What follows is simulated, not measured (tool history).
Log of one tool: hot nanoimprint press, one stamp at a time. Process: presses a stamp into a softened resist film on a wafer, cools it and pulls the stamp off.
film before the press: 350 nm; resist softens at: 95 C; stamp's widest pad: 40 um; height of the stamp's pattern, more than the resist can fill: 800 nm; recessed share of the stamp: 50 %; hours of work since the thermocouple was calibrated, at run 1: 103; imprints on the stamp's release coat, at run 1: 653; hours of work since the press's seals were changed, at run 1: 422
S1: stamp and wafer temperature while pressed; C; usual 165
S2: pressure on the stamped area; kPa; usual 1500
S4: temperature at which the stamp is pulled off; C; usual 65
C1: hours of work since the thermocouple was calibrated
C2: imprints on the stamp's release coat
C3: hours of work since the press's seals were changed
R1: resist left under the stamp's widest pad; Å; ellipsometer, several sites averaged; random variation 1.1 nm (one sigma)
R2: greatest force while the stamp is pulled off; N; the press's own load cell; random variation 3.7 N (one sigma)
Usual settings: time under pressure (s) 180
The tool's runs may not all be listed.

run 1 day=0 | S1=165 S2=1500 time_under_pressure_(s)=180 S4=65 | C1=103 C2=653 C3=422 | R1=1738 R2=188
run 2 day=1.367 | S1=165 S2=1500 time_under_pressure_(s)=180 S4=65 | C1=118 C2=702 C3=437 | R1=1740 R2=196
run 3 day=2.592 | S1=165 S2=1500 time_under_pressure_(s)=180 S4=65 | C1=132 C2=746 C3=450 | R1=1737 R2=196
run 4 day=4.388 | S1=165 S2=1500 time_under_pressure_(s)=179 S4=65 | C1=151 C2=810 C3=470 | R1=1761 R2=194
run 5 day=5.633 | S1=165 S2=1500 time_under_pressure_(s)=179 S4=65 | C1=165 C2=855 C3=484 | R1=1773 R2=203
run 6 day=6.958 | S1=165 S2=1500 time_under_pressure_(s)=180 S4=54 | C1=180 C2=902 C3=499 | R1=1753 R2=238
run 7 day=8.667 | S1=165 S2=1500 time_under_pressure_(s)=180 S4=54 | C1=199 C2=963 C3=518 | R1=1781 R2=240
run 8 day=9.825 | S1=165 S2=1500 time_under_pressure_(s)=180 S4=65 | C1=212 C2=1005 C3=531 | R1=1786 R2=205
run 9 day=11.512 | S1=165 S2=1500 time_under_pressure_(s)=185 S4=65 | C1=230 C2=1065 C3=549 | R1=1786 R2=203
run 10 day=12.271 | S1=165 S2=1500 time_under_pressure_(s)=180 S4=65 | C1=239 C2=1092 C3=558 | R1=1791 R2=205
run 11 day=13.429 | S1=165 S2=1500 time_under_pressure_(s)=180 S4=65 | C1=252 C2=1134 C3=571 | R1=1779 R2=204
run 12 day=14.696 | S1=165 S2=1500 time_under_pressure_(s)=180 S4=65 | C1=266 C2=1179 C3=585 | R1=1765 R2=206
run 13 day=16.083 | S1=165 S2=1500 time_under_pressure_(s)=180 S4=65 | C1=281 C2=1229 C3=600 | R1=1802 R2=201
run 14 day=17.871 | S1=165 S2=1500 time_under_pressure_(s)=180 S4=65 | C1=301 C2=1293 C3=620 | R1=1815 R2=214
run 15 day=19.208 | S1=165 S2=1500 time_under_pressure_(s)=180 S4=65 | C1=316 C2=1341 C3=635 | R1=1823 R2=213
run 16 day=20.654 | S1=175 S2=1280 time_under_pressure_(s)=185 S4=59 | C1=332 C2=1392 C3=651 | R1=1370 R2=234
run 17 day=21.55 | S1=175 S2=1280 time_under_pressure_(s)=185 S4=59 | C1=342 C2=1424 C3=661 | R1=1376 R2=230
run 18 day=22.771 | S1=168 S2=1860 time_under_pressure_(s)=180 S4=65 | C1=355 C2=1468 C3=674 | R1=1512 R2=216
run 19 day=24.508 | S1=168 S2=2320 time_under_pressure_(s)=356 S4=65 | C1=375 C2=1530 C3=693 | R1=1010 R2=218
run 20 day=26 | S1=165 S2=1500 time_under_pressure_(s)=180 S4=63 | C1=391 C2=1584 C3=710 | R1=1842 R2=229
run 21 day=27.304 | S1=165 S2=1460 time_under_pressure_(s)=158 S4=58 | C1=406 C2=1630 C3=724 | R1=1928 R2=250
-- day=27.979 plate thermocouple calibrated
run 22 day=28.754 | S1=165 S2=2110 time_under_pressure_(s)=116 S4=65 | C1=9 C2=1678 C3=739 | R1=1773 R2=208
run 23 day=30.517 | S1=165 S2=2110 time_under_pressure_(s)=116 S4=65 | C1=28 C2=1741 C3=759 | R1=1763 R2=221
run 24 day=31.458 | S1=173 S2=1010 time_under_pressure_(s)=163 S4=59 | C1=39 C2=1774 C3=769 | R1=1621 R2=235
run 25 day=33.212 | S1=167 S2=1010 time_under_pressure_(s)=101 S4=59 | C1=58 C2=1837 C3=789 | R1=2292 R2=240
-- day=34.546 stamp cleaned and given a new release coat
run 26 day=34.962 | S1=167 S2=2390 time_under_pressure_(s)=189 S4=59 | C1=75 C2=15 C3=805 | R1=1331 R2=202
run 27 day=36.629 | S1=162 S2=2390 time_under_pressure_(s)=97 S4=69 | C1=93 C2=74 C3=824 | R1=1996 R2=168
run 28 day=38.117 | S1=168 S2=1430 time_under_pressure_(s)=256 S4=69 | C1=110 C2=128 C3=840 | R1=1406 R2=170
run 29 day=39.071 | S1=168 S2=1430 time_under_pressure_(s)=256 S4=69 | C1=120 C2=162 C3=851 | R1=1404 R2=174

5 ways to go on from here, each from the tool as it stands after run 29. What would each give?
run A day=39.85 | S1=176 S2=2240 time_under_pressure_(s)=256 S4=73 | C1=129 C2=190 C3=859 | R1=? R2=?
run B day=39.85 | S1=168 S2=1110 time_under_pressure_(s)=256 S4=69 | C1=129 C2=190 C3=859 | R1=? R2=?
run C day=39.85 | S1=165 S2=1790 time_under_pressure_(s)=138 S4=62 | C1=129 C2=190 C3=859 | R1=? R2=?
run D day=39.85 | S1=165 S2=900 time_under_pressure_(s)=180 S4=56 | C1=129 C2=190 C3=859 | R1=? R2=?
run E day=39.85 | S1=155 S2=1500 time_under_pressure_(s)=112 S4=62 | C1=129 C2=190 C3=859 | R1=? R2=?

run=A R1=851 R2=156
run=B R1=1584 R2=171
run=C R1=1811 R2=190
run=D R1=2116 R2=216
run=E R1=2700 R2=201
Without the tool's hidden state the same runs would have given:
run=A R1=809 R2=150
run=B R1=1529 R2=165
run=C R1=1741 R2=184
run=D R1=2058 R2=209
run=E R1=2638 R2=194
